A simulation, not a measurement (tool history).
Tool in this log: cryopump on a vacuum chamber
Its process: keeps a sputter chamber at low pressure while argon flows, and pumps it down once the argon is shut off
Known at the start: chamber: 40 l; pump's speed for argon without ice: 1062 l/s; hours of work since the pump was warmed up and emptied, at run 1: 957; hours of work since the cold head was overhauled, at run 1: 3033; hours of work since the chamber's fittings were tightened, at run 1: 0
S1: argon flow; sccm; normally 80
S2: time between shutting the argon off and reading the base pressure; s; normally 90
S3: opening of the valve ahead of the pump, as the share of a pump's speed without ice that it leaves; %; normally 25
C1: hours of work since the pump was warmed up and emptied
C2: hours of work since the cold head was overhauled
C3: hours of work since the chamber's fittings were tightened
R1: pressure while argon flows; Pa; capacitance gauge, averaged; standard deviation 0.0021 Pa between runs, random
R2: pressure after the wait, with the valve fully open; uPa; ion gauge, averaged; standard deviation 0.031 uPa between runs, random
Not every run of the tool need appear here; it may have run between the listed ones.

run 1 hour=0 | S1=80 S2=90 S3=25 | C1=957 C2=3033 C3=0 | R1=0.5338 R2=1.72
run 2 hour=53.7 | S1=80 S2=90 S3=25 | C1=989 C2=3066 C3=32 | R1=0.5365 R2=1.77
-- hour=94.2 pump warmed up, emptied and cooled again
run 3 hour=125.3 | S1=80 S2=90 S3=25 | C1=19 C2=3106 C3=72 | R1=0.516 R2=1.72
run 4 hour=224.3 | S1=80 S2=90 S3=25 | C1=78 C2=3165 C3=132 | R1=0.5125 R2=1.7
run 5 hour=329.4 | S1=80 S2=90 S3=33 | C1=141 C2=3228 C3=195 | R1=0.3902 R2=1.7
run 6 hour=405.5 | S1=80 S2=90 S3=33 | C1=187 C2=3274 C3=240 | R1=0.3907 R2=1.78
run 7 hour=498 | S1=80 S2=90 S3=33 | C1=242 C2=3329 C3=296 | R1=0.3918 R2=1.84
run 8 hour=593.7 | S1=50 S2=90 S3=25 | C1=300 C2=3387 C3=353 | R1=0.3236 R2=1.87
run 9 hour=707.4 | S1=50 S2=90 S3=25 | C1=368 C2=3455 C3=422 | R1=0.3243 R2=1.87
run 10 hour=781 | S1=50 S2=47 S3=25 | C1=412 C2=3499 C3=466 | R1=0.3248 R2=3.14
run 11 hour=848.6 | S1=80 S2=90 S3=18 | C1=453 C2=3540 C3=506 | R1=0.7175 R2=1.92
run 12 hour=932.8 | S1=80 S2=90 S3=38 | C1=503 C2=3590 C3=557 | R1=0.3503 R2=1.9
run 13 hour=1016.5 | S1=80 S2=90 S3=25 | C1=554 C2=3641 C3=607 | R1=0.5257 R2=1.97
run 14 hour=1143 | S1=80 S2=90 S3=25 | C1=629 C2=3716 C3=683 | R1=0.5311 R2=1.99
run 15 hour=1260.3 | S1=80 S2=90 S3=25 | C1=700 C2=3787 C3=753 | R1=0.532 R2=2.07
run 16 hour=1353.7 | S1=71 S2=90 S3=25 | C1=756 C2=3843 C3=809 | R1=0.4736 R2=2.1
run 17 hour=1438.7 | S1=71 S2=90 S3=25 | C1=807 C2=3894 C3=860 | R1=0.4744 R2=2.1
run 18 hour=1568.5 | S1=71 S2=90 S3=25 | C1=885 C2=3972 C3=938 | R1=0.4714 R2=2.16
run 19 hour=1679.3 | S1=71 S2=90 S3=25 | C1=951 C2=4038 C3=1005 | R1=0.4718 R2=2.2
-- hour=1785.6 pump warmed up, emptied and cooled again
run 20 hour=1802.4 | S1=71 S2=90 S3=25 | C1=10 C2=4109 C3=1076 | R1=0.4559 R2=2.2
run 21 hour=1927.8 | S1=92 S2=26 S3=33 | C1=85 C2=4184 C3=1151 | R1=0.4501 R2=5.45
run 22 hour=2039.5 | S1=153 S2=221 S3=57 | C1=152 C2=4252 C3=1218 | R1=0.4357 R2=1.36
run 23 hour=2143.9 | S1=80 S2=90 S3=15 | C1=215 C2=4314 C3=1281 | R1=0.8551 R2=2.26
run 24 hour=2208.1 | S1=57 S2=293 S3=25 | C1=254 C2=4353 C3=1319 | R1=0.3698 R2=1.36
run 25 hour=2332.2 | S1=56 S2=293 S3=45 | C1=328 C2=4427 C3=1394 | R1=0.2042 R2=1.41
run 26 hour=2412.7 | S1=56 S2=293 S3=45 | C1=376 C2=4475 C3=1442 | R1=0.2048 R2=1.42
run 27 hour=2543.5 | S1=56 S2=258 S3=22 | C1=455 C2=4554 C3=1521 | R1=0.4118 R2=1.48
run 28 hour=2605.3 | S1=100 S2=243 S3=18 | C1=492 C2=4591 C3=1558 | R1=0.9063 R2=1.58
run 29 hour=2665.8 | S1=76 S2=209 S3=51 | C1=528 C2=4627 C3=1594 | R1=0.2526 R2=1.63
run 30 hour=2728.6 | S1=76 S2=65 S3=51 | C1=566 C2=4665 C3=1632 | R1=0.2525 R2=3.03
run 31 hour=2828.8 | S1=80 S2=90 S3=38 | C1=626 C2=4725 C3=1692 | R1=0.354 R2=2.52
run 32 hour=2954.6 | S1=80 S2=90 S3=38 | C1=702 C2=4801 C3=1767 | R1=0.3559 R2=2.54
run 33 hour=3022.1 | S1=80 S2=90 S3=41 | C1=742 C2=4841 C3=1808 | R1=0.332 R2=2.54

Results for each run, recomputed without the tool's hidden state and with each run's random variation untouched:
Hidden state present: pump's speed, % of a pump's without ice; cold plate's temperature, K; leak into the chamber, uPa l/s; drift of the gauge itself on working_pa, %; drift of the gauge itself on base_upa, %.
run=1 R1=0.5086 R2=1.59
run=2 R1=0.5103 R2=1.63
run=3 R1=0.5131 R2=1.63
run=4 R1=0.5083 R2=1.58
run=5 R1=0.3848 R2=1.56
run=6 R1=0.3843 R2=1.61
run=7 R1=0.3842 R2=1.64
run=8 R1=0.3181 R2=1.64
run=9 R1=0.3178 R2=1.61
run=10 R1=0.3176 R2=2.85
run=11 R1=0.705 R2=1.61
run=12 R1=0.3365 R2=1.57
run=13 R1=0.5106 R2=1.6
run=14 R1=0.5138 R2=1.58
run=15 R1=0.5129 R2=1.62
run=16 R1=0.4554 R2=1.63
run=17 R1=0.455 R2=1.59
run=18 R1=0.4505 R2=1.61
run=19 R1=0.4493 R2=1.6
run=20 R1=0.4529 R2=1.68
run=21 R1=0.4443 R2=4.91
run=22 R1=0.4233 R2=0.79
run=23 R1=0.8471 R2=1.65
run=24 R1=0.3635 R2=0.72
run=25 R1=0.1969 R2=0.72
run=26 R1=0.1967 R2=0.71
run=27 R1=0.4023 R2=0.73
run=28 R1=0.8879 R2=0.79
run=29 R1=0.2378 R2=0.84
run=30 R1=0.2369 R2=2.19
run=31 R1=0.3359 R2=1.65
run=32 R1=0.3359 R2=1.62
run=33 R1=0.3109 R2=1.6

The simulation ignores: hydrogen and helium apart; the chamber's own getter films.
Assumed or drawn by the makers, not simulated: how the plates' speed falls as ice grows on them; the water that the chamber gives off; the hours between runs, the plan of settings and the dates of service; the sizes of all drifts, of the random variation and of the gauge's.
